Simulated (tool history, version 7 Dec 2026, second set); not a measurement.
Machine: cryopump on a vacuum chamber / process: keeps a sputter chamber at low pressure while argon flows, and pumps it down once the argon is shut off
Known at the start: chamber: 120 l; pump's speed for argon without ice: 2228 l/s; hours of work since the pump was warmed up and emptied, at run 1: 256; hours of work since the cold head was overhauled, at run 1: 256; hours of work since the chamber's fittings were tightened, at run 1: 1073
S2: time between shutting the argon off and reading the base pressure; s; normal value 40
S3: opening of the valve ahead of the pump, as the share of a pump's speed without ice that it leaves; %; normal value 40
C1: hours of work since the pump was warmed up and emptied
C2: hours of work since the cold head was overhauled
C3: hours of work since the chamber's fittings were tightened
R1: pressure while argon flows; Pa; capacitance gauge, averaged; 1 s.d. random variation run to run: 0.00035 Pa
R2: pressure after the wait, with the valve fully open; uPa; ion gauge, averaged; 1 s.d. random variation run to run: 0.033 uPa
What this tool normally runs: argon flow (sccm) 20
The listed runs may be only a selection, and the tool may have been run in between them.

run 1 hour=0 | argon_flow_(sccm)=20 S2=40 S3=40 | C1=256 C2=256 C3=1073 | R1=0.0406 R2=2.2
run 2 hour=14.5 | argon_flow_(sccm)=20 S2=40 S3=40 | C1=262 C2=262 C3=1080 | R1=0.0404 R2=2.23
run 3 hour=28.8 | argon_flow_(sccm)=20 S2=40 S3=40 | C1=269 C2=269 C3=1086 | R1=0.0409 R2=2.31
run 4 hour=42.3 | argon_flow_(sccm)=20 S2=40 S3=40 | C1=275 C2=275 C3=1092 | R1=0.0413 R2=2.23
run 5 hour=56.3 | argon_flow_(sccm)=20 S2=40 S3=40 | C1=281 C2=281 C3=1099 | R1=0.0406 R2=2.22
run 6 hour=73.4 | argon_flow_(sccm)=20 S2=40 S3=40 | C1=289 C2=289 C3=1106 | R1=0.0406 R2=2.2
run 7 hour=84.6 | argon_flow_(sccm)=20 S2=40 S3=40 | C1=294 C2=294 C3=1112 | R1=0.0407 R2=2.25
run 8 hour=92.6 | argon_flow_(sccm)=20 S2=118 S3=40 | C1=298 C2=298 C3=1115 | R1=0.0413 R2=1.17
run 9 hour=104.4 | argon_flow_(sccm)=20 S2=125 S3=40 | C1=303 C2=303 C3=1120 | R1=0.0405 R2=1.11
run 10 hour=116.3 | argon_flow_(sccm)=17 S2=40 S3=40 | C1=308 C2=308 C3=1126 | R1=0.0352 R2=2.25
run 11 hour=132.7 | argon_flow_(sccm)=17 S2=40 S3=40 | C1=316 C2=316 C3=1133 | R1=0.0352 R2=2.25
run 12 hour=143.1 | argon_flow_(sccm)=17 S2=40 S3=40 | C1=320 C2=320 C3=1138 | R1=0.035 R2=2.29
run 13 hour=158.5 | argon_flow_(sccm)=20 S2=117 S3=40 | C1=327 C2=327 C3=1145 | R1=0.0419 R2=1.21
run 14 hour=171.2 | argon_flow_(sccm)=20 S2=40 S3=40 | C1=333 C2=333 C3=1151 | R1=0.0423 R2=2.27
run 15 hour=184.1 | argon_flow_(sccm)=20 S2=40 S3=40 | C1=339 C2=339 C3=1157 | R1=0.0421 R2=2.26
run 16 hour=198.3 | argon_flow_(sccm)=20 S2=40 S3=40 | C1=345 C2=345 C3=1163 | R1=0.0411 R2=2.33
run 17 hour=215.5 | argon_flow_(sccm)=20 S2=40 S3=37 | C1=353 C2=353 C3=1171 | R1=0.0451 R2=2.33
run 18 hour=230.5 | argon_flow_(sccm)=14 S2=40 S3=60 | C1=360 C2=360 C3=1178 | R1=0.0212 R2=2.34
run 19 hour=244.4 | argon_flow_(sccm)=14 S2=40 S3=16 | C1=366 C2=366 C3=1184 | R1=0.0693 R2=2.26
run 20 hour=255.5 | argon_flow_(sccm)=9 S2=40 S3=17 | C1=371 C2=371 C3=1189 | R1=0.0416 R2=2.33
run 21 hour=272.4 | argon_flow_(sccm)=9 S2=40 S3=17 | C1=379 C2=379 C3=1197 | R1=0.0418 R2=2.33
run 22 hour=280.8 | argon_flow_(sccm)=8 S2=85 S3=40 | C1=383 C2=383 C3=1200 | R1=0.0168 R2=1.45
run 23 hour=290.7 | argon_flow_(sccm)=14 S2=123 S3=23 | C1=387 C2=387 C3=1205 | R1=0.0488 R2=1.19
run 24 hour=306.3 | argon_flow_(sccm)=14 S2=123 S3=23 | C1=394 C2=394 C3=1212 | R1=0.0498 R2=1.2
run 25 hour=319.6 | argon_flow_(sccm)=14 S2=123 S3=23 | C1=400 C2=400 C3=1218 | R1=0.0499 R2=1.26
run 26 hour=334.7 | argon_flow_(sccm)=10 S2=40 S3=36 | C1=407 C2=407 C3=1225 | R1=0.0233 R2=2.36
run 27 hour=348.1 | argon_flow_(sccm)=10 S2=40 S3=36 | C1=413 C2=413 C3=1231 | R1=0.0233 R2=2.3
run 28 hour=355.5 | argon_flow_(sccm)=39 S2=24 S3=40 | C1=417 C2=417 C3=1234 | R1=0.0833 R2=3.47
run 29 hour=363.2 | argon_flow_(sccm)=12 S2=61 S3=18 | C1=420 C2=420 C3=1238 | R1=0.0536 R2=1.81
run 30 hour=374 | argon_flow_(sccm)=15 S2=40 S3=40 | C1=425 C2=425 C3=1243 | R1=0.0321 R2=2.4
run 31 hour=381.7 | argon_flow_(sccm)=15 S2=40 S3=40 | C1=429 C2=429 C3=1246 | R1=0.0319 R2=2.42
run 32 hour=388.9 | argon_flow_(sccm)=28 S2=40 S3=39 | C1=432 C2=432 C3=1249 | R1=0.0622 R2=2.37
run 33 hour=402.3 | argon_flow_(sccm)=19 S2=40 S3=40 | C1=438 C2=438 C3=1255 | R1=0.0413 R2=2.41
run 34 hour=411.1 | argon_flow_(sccm)=8 S2=40 S3=26 | C1=442 C2=442 C3=1259 | R1=0.0255 R2=2.36

Some steps in R1, run to run, broken into two amounts with sign: the step expected even without the hidden condition (settings, incoming material, random variation), and the rest, left for the hidden condition together with whatever gauge scatter is not in both the measured and the hidden-condition-free result:
Hidden state at play: pump's speed, % of a pump's without ice; cold plate's temperature, K; leak into the chamber, uPa l/s; drift of the gauge itself on working_pa, %; drift of the gauge itself on base_upa, %.
Run 18 -> 19: S3 60 -> 16. R1 +0.0481 Pa: hidden state +0, all else +0.0481.
Run 22 -> 23: argon flow (sccm) 8 -> 14, S2 85 -> 123, S3 40 -> 23. R1 +0.032 Pa: hidden state +0.0013, all else +0.0307.
Run 27 -> 28: argon flow (sccm) 10 -> 39, S2 40 -> 24, S3 36 -> 40. R1 +0.06 Pa: hidden state +0.0071, all else +0.0529.
Run 28 -> 29: argon flow (sccm) 39 -> 12, S2 24 -> 61, S3 40 -> 18. R1 -0.0297 Pa: hidden state -0.0066, all else -0.0231.
Run 31 -> 32: argon flow (sccm) 15 -> 28, S3 40 -> 39. R1 +0.0303 Pa: hidden state +0.0034, all else +0.0269.

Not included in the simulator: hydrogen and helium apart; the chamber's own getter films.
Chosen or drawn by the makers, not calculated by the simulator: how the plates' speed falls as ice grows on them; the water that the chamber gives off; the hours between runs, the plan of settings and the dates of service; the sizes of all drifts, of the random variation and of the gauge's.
